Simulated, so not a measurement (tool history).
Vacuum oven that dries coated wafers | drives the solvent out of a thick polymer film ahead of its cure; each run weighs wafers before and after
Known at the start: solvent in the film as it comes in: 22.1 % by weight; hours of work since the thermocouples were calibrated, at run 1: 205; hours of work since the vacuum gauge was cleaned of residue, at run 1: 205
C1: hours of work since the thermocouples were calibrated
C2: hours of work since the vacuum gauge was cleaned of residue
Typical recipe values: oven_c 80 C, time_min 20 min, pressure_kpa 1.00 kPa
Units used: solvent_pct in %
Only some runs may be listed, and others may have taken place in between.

run 1 hour=0.0 | oven_c=80 time_min=20 pressure_kpa=1.00 | C1=205 C2=205 | solvent_pct=1.51
run 2 hour=19.3 | oven_c=80 time_min=20 pressure_kpa=1.00 | C1=220 C2=220 | solvent_pct=1.52
run 3 hour=37.7 | oven_c=80 time_min=11 pressure_kpa=1.00 | C1=235 C2=235 | solvent_pct=3.98
run 4 hour=61.2 | oven_c=80 time_min=11 pressure_kpa=1.00 | C1=254 C2=254 | solvent_pct=4.00
run 5 hour=71.8 | oven_c=80 time_min=11 pressure_kpa=1.00 | C1=262 C2=262 | solvent_pct=3.94
run 6 hour=84.6 | oven_c=79 time_min=20 pressure_kpa=1.00 | C1=272 C2=272 | solvent_pct=1.68
run 7 hour=107.3 | oven_c=79 time_min=20 pressure_kpa=1.00 | C1=290 C2=290 | solvent_pct=1.66
run 8 hour=121.5 | oven_c=80 time_min=20 pressure_kpa=1.00 | C1=302 C2=302 | solvent_pct=1.55
run 9 hour=139.7 | oven_c=80 time_min=20 pressure_kpa=1.00 | C1=316 C2=316 | solvent_pct=1.54
run 10 hour=159.3 | oven_c=80 time_min=19 pressure_kpa=1.00 | C1=332 C2=332 | solvent_pct=1.70
run 11 hour=172.8 | oven_c=80 time_min=20 pressure_kpa=1.00 | C1=342 C2=342 | solvent_pct=1.64
run 12 hour=193.3 | oven_c=80 time_min=20 pressure_kpa=1.00 | C1=359 C2=359 | solvent_pct=1.59
run 13 hour=205.9 | oven_c=80 time_min=20 pressure_kpa=1.00 | C1=369 C2=369 | solvent_pct=1.59
run 14 hour=227.3 | oven_c=80 time_min=20 pressure_kpa=0.83 | C1=386 C2=386 | solvent_pct=1.48
run 15 hour=241.4 | oven_c=80 time_min=20 pressure_kpa=0.83 | C1=397 C2=397 | solvent_pct=1.45
run 16 hour=257.0 | oven_c=80 time_min=20 pressure_kpa=0.83 | C1=409 C2=409 | solvent_pct=1.47
run 17 hour=275.1 | oven_c=80 time_min=20 pressure_kpa=1.00 | C1=424 C2=424 | solvent_pct=1.60
run 18 hour=287.5 | oven_c=80 time_min=12 pressure_kpa=1.00 | C1=433 C2=433 | solvent_pct=3.65
run 19 hour=298.4 | oven_c=80 time_min=12 pressure_kpa=1.00 | C1=442 C2=442 | solvent_pct=3.61
run 20 hour=314.3 | oven_c=80 time_min=12 pressure_kpa=1.00 | C1=455 C2=455 | solvent_pct=3.61
run 21 hour=328.5 | oven_c=80 time_min=12 pressure_kpa=1.00 | C1=466 C2=466 | solvent_pct=3.61
run 22 hour=351.2 | oven_c=80 time_min=12 pressure_kpa=1.00 | C1=484 C2=484 | solvent_pct=3.60
run 23 hour=362.8 | oven_c=80 time_min=20 pressure_kpa=1.00 | C1=493 C2=493 | solvent_pct=1.58
run 24 hour=373.6 | oven_c=82 time_min=20 pressure_kpa=0.91 | C1=502 C2=502 | solvent_pct=1.36
run 25 hour=385.3 | oven_c=82 time_min=20 pressure_kpa=0.91 | C1=511 C2=511 | solvent_pct=1.27
run 26 hour=404.5 | oven_c=88 time_min=28 pressure_kpa=0.64 | C1=526 C2=526 | solvent_pct=0.41
run 27 hour=422.1 | oven_c=88 time_min=28 pressure_kpa=0.64 | C1=540 C2=540 | solvent_pct=0.41
run 28 hour=439.5 | oven_c=88 time_min=28 pressure_kpa=0.64 | C1=554 C2=554 | solvent_pct=0.45
run 29 hour=457.6 | oven_c=78 time_min=19 pressure_kpa=1.39 | C1=569 C2=569 | solvent_pct=2.39
run 30 hour=467.5 | oven_c=77 time_min=11 pressure_kpa=0.51 | C1=576 C2=576 | solvent_pct=4.74
run 31 hour=481.3 | oven_c=94 time_min=29 pressure_kpa=1.50 | C1=587 C2=587 | solvent_pct=0.60
run 32 hour=496.7 | oven_c=91 time_min=13 pressure_kpa=1.37 | C1=600 C2=600 | solvent_pct=1.33
run 33 hour=509.3 | oven_c=89 time_min=18 pressure_kpa=1.11 | C1=610 C2=610 | solvent_pct=0.93
run 34 hour=523.6 | oven_c=81 time_min=16 pressure_kpa=1.25 | C1=621 C2=621 | solvent_pct=2.28
run 35 hour=543.0 | oven_c=80 time_min=35 pressure_kpa=0.74 | C1=636 C2=636 | solvent_pct=0.74
run 36 hour=561.8 | oven_c=80 time_min=35 pressure_kpa=0.74 | C1=651 C2=651 | solvent_pct=0.74
run 37 hour=584.7 | oven_c=80 time_min=15 pressure_kpa=0.68 | C1=670 C2=670 | solvent_pct=2.43
run 38 hour=600.8 | oven_c=80 time_min=15 pressure_kpa=0.68 | C1=682 C2=682 | solvent_pct=2.49
run 39 hour=624.1 | oven_c=65 time_min=25 pressure_kpa=1.00 | C1=701 C2=701 | solvent_pct=4.41
run 40 hour=636.2 | oven_c=81 time_min=25 pressure_kpa=1.28 | C1=711 C2=711 | solvent_pct=1.29
run 41 hour=659.6 | oven_c=71 time_min=16 pressure_kpa=1.18 | C1=729 C2=729 | solvent_pct=5.03
run 42 hour=678.9 | oven_c=78 time_min=11 pressure_kpa=1.18 | C1=744 C2=744 | solvent_pct=4.97
run 43 hour=690.7 | oven_c=80 time_min=17 pressure_kpa=1.00 | C1=754 C2=754 | solvent_pct=2.23
run 44 hour=709.5 | oven_c=80 time_min=17 pressure_kpa=1.00 | C1=769 C2=769 | solvent_pct=2.15
run 45 hour=721.7 | oven_c=87 time_min=21 pressure_kpa=1.08 | C1=778 C2=778 | solvent_pct=0.93
run 46 hour=731.1 | oven_c=90 time_min=13 pressure_kpa=1.03 | C1=786 C2=786 | solvent_pct=1.36

3 options for the next run, each taken on its own from the tool as it stands now. Forecast them:
run A hour=748.2 | oven_c=80 time_min=27 pressure_kpa=1.22 | C1=799 C2=799 | solvent_pct=?
run B hour=748.2 | oven_c=70 time_min=21 pressure_kpa=1.03 | C1=799 C2=799 | solvent_pct=?
run C hour=748.2 | oven_c=90 time_min=13 pressure_kpa=0.70 | C1=799 C2=799 | solvent_pct=?

run=A solvent_pct=1.33
run=B solvent_pct=3.87
run=C solvent_pct=1.23
With no hidden state in the tool, these same runs would have given:
run=A solvent_pct=1.10
run=B solvent_pct=3.50
run=C solvent_pct=1.05

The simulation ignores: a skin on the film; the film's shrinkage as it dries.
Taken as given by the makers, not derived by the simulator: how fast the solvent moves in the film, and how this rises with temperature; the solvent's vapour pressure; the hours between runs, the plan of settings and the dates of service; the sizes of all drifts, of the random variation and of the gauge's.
